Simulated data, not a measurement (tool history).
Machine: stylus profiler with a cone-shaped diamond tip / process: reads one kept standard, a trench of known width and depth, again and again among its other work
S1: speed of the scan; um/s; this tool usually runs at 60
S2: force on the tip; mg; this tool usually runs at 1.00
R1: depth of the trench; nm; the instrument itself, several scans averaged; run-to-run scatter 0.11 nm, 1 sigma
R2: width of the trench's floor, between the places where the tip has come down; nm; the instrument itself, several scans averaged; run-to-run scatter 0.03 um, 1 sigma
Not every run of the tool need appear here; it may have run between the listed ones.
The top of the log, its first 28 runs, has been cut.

{"run": 29, "hour": 1209.2, "S1": 205, "S2": 0.39, "R1": 200.65, "R2": 45490}
{"run": 30, "hour": 1247.1, "S1": 25, "S2": 0.34, "R1": 200.53, "R2": 47630}
{"run": 31, "hour": 1293.0, "S1": 25, "S2": 0.34, "R1": 200.69, "R2": 47640}
{"run": 32, "hour": 1320.8, "S1": 90, "S2": 1.14, "R1": 201.38, "R2": 47330}
{"run": 33, "hour": 1352.2, "S1": 116, "S2": 0.58, "R1": 200.83, "R2": 46750}
{"run": 34, "hour": 1395.3, "S1": 48, "S2": 1.7, "R1": 201.91, "R2": 47620}
{"run": 35, "hour": 1428.8, "S1": 200, "S2": 1.11, "R1": 201.25, "R2": 46520}
{"run": 36, "hour": 1468.3, "S1": 17, "S2": 1.11, "R1": 201.38, "R2": 47810}
{"run": 37, "hour": 1496.2, "S1": 59, "S2": 0.41, "R1": 200.88, "R2": 47180}
{"run": 38, "hour": 1544.7, "S1": 40, "S2": 1.0, "R1": 201.29, "R2": 47590}
{"run": 39, "hour": 1593.5, "S1": 138, "S2": 2.44, "R1": 202.47, "R2": 47220}
{"run": 40, "hour": 1639.7, "S1": 138, "S2": 2.44, "R1": 202.39, "R2": 47210}
{"run": 41, "hour": 1697.0, "S1": 138, "S2": 0.97, "R1": 201.48, "R2": 46750}
{"run": 42, "hour": 1733.3, "S1": 138, "S2": 0.97, "R1": 201.58, "R2": 46810}
{"run": 43, "hour": 1794.4, "S1": 141, "S2": 0.66, "R1": 201.28, "R2": 46510}
{"run": 44, "hour": 1845.2, "S1": 141, "S2": 0.66, "R1": 201.46, "R2": 46450}
{"run": 45, "hour": 1879.9, "S1": 21, "S2": 1.0, "R1": 201.6, "R2": 47610}
{"run": 46, "hour": 1930.7, "S1": 21, "S2": 1.0, "R1": 201.84, "R2": 47640}
{"run": 47, "hour": 1957.9, "S1": 204, "S2": 0.38, "R1": 200.98, "R2": 45220}

Forecast each of these 3 alternatives for the next run:
{"run": "A", "hour": 2018.1, "S1": 42, "S2": 2.37, "R1": "?", "R2": "?"}
{"run": "B", "hour": 2018.1, "S1": 100, "S2": 1.0, "R1": "?", "R2": "?"}
{"run": "C", "hour": 2018.1, "S1": 17, "S2": 0.5, "R1": "?", "R2": "?"}

run=A R1=202.62 R2=47560
run=B R1=201.69 R2=47000
run=C R1=201.22 R2=47570
The same runs, with their run-to-run variation unchanged, on a tool lacking any hidden condition would have given:
run=A R1=202.03 R2=47840
run=B R1=201.11 R2=47280
run=C R1=200.64 R2=47850
